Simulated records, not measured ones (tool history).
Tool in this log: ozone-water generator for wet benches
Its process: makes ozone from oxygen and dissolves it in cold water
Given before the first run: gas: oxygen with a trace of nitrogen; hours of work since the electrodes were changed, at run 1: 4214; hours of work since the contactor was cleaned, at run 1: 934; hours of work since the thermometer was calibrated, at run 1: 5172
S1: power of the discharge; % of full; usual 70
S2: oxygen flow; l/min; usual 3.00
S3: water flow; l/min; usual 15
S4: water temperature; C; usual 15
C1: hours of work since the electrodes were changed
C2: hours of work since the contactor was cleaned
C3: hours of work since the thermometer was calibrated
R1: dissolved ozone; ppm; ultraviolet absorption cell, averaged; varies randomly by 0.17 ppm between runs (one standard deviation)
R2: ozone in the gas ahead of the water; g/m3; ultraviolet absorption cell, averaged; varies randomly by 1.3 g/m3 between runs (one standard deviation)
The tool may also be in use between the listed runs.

run      day  S1    S2  S3  S4    C1    C2    C3    R1     R2
  1    0.000  70  3.00  15  15  4214   934  5172  18.9  198.7
  2    5.258  70  3.00  15  15  4320  1040  5278  18.7  196.8
  3   13.388  70  3.00  15  15  4484  1204  5442  18.6  195.0
  4   16.946  70  3.00  15  15  4556  1276  5514  18.4  197.4
  5   20.529  70  2.70  15  15  4628  1348  5587  18.1  207.7
  6   24.846  70  2.70  15  15  4715  1435  5674  18.0  204.4
  7   33.092  70  3.00  17  15  4882  1602  5840  16.0  190.0
      38.071  -- water thermometer calibrated
  8   38.304  70  3.00  15  15  4987  1707     5  18.2  190.0
  9   45.188  70  3.00  18  15  5125  1845   144  15.0  187.4
 10   49.554  70  3.00  15  15  5214  1934   232  17.7  187.5
 11   55.104  70  3.00  15  15  5326  2046   344  17.6  186.4
 12   59.367  70  5.11  15  15  5412  2132   430  18.0  139.5
 13   64.429  70  5.11  15  15  5514  2234   532  18.0  138.7
 14   69.521  61  5.11  15  15  5617  2337   635  16.9  131.7
 15   75.625  73  5.11  15  15  5740  2460   758  18.0  139.1
 16   80.167  73  5.11  15  15  5832  2552   850  18.0  136.7
 17   86.883  83  1.72  15  20  5967  2687   986  16.0  257.9
 18   91.092  69  1.96  15  15  6052  2772  1070  15.7  223.8
 19   97.054  95  1.96  10  11  6173  2893  1191  27.8  250.2
 20  105.804  95  5.29  23  11  6349  3069  1368  13.2  146.0
 21  112.567  95  5.29  12  11  6486  3206  1504  23.8  144.1
 22  121.050  95  5.29  12  11  6657  3377  1675  23.8  144.0
 23  127.933  95  5.29  12  11  6796  3516  1814  23.7  140.7
     128.975  -- electrodes of the discharge changed
 24  133.979  45  1.54  15  20   101  3633  1931  15.4  277.8
 25  141.933  70  4.44  15  11   262  3794  2092  24.1  193.8
 26  148.550  77  1.55  15  15   395  3927  2226  21.0  358.1
 27  156.921  72  4.83  19  15   564  4096  2395  18.3  187.0
 28  161.504  92  3.34  15  15   657  4189  2487  25.5  257.1
 29  168.004  92  3.34  15  15   788  4320  2618  25.2  255.3
 30  174.000  92  3.34  15  15   909  4441  2739  25.2  254.0
 31  181.812  70  3.53  12  13  1067  4599  2897  27.5  212.8
 32  189.904  54  1.55  12  22  1230  4762  3060  20.0  285.9

Consider 3 possible next runs. They are alternatives, not a sequence: every one starts from the tool as it was left by run 32. What does each give?
  A  194.042  54  5.31  12   7  1314  4846  3144   ?   ?
  B  194.042  54  4.81  21  22  1314  4846  3144   ?   ?
  C  194.042  60  4.53  15   8  1314  4846  3144   ?   ?

run    R1     R2
  A  26.3  149.7
  B  12.5  157.5
  C  22.2  172.1
What these runs would have given with no unlogged condition in the tool:
run    R1     R2
  A  29.0  157.7
  B  14.0  166.0
  C  24.6  181.9

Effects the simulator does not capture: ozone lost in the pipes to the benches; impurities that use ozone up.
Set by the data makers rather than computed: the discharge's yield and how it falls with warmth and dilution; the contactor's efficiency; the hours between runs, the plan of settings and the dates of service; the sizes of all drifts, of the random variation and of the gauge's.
